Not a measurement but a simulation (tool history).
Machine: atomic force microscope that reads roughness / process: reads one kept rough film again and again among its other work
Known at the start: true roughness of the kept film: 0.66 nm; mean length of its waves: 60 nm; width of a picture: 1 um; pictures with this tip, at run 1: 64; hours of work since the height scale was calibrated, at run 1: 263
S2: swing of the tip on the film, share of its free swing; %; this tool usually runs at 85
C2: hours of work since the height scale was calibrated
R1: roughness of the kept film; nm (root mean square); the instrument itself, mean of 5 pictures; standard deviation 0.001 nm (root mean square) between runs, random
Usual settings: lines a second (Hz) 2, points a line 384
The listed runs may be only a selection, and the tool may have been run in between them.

Run 1, hour 0: usual settings; pictures with this tip 64; C2 263. Result: R1 0.543 nm (root mean square).
Run 2, hour 9.5: usual settings but points a line 901; pictures with this tip 84; C2 269. Result: R1 0.545 nm (root mean square).
Run 3, hour 21.2: usual settings but points a line 901; pictures with this tip 107; C2 277. Result: R1 0.542 nm (root mean square).
Run 4, hour 33.1: usual settings but points a line 901; pictures with this tip 131; C2 285. Result: R1 0.541 nm (root mean square).
Run 5, hour 42.6: usual settings but points a line 901; pictures with this tip 151; C2 291. Result: R1 0.54 nm (root mean square).
Run 6, hour 50.7: usual settings but lines a second (Hz) 0.81; pictures with this tip 167; C2 297. Result: R1 0.6 nm (root mean square).
Run 7, hour 63.5: usual settings but points a line 672; pictures with this tip 193; C2 305. Result: R1 0.539 nm (root mean square).

What will run 8 give?
Run 8, hour 75.3: usual settings but lines a second (Hz) 0.77, S2 87 %, points a line 508; pictures with this tip 217; C2 313. Result: R1 ?.

Run 8 measured R1 0.598 nm (root mean square).
Take away the tool's hidden state, keep the run-to-run variation as it was, and the same run would have given R1 0.607 nm (root mean square).
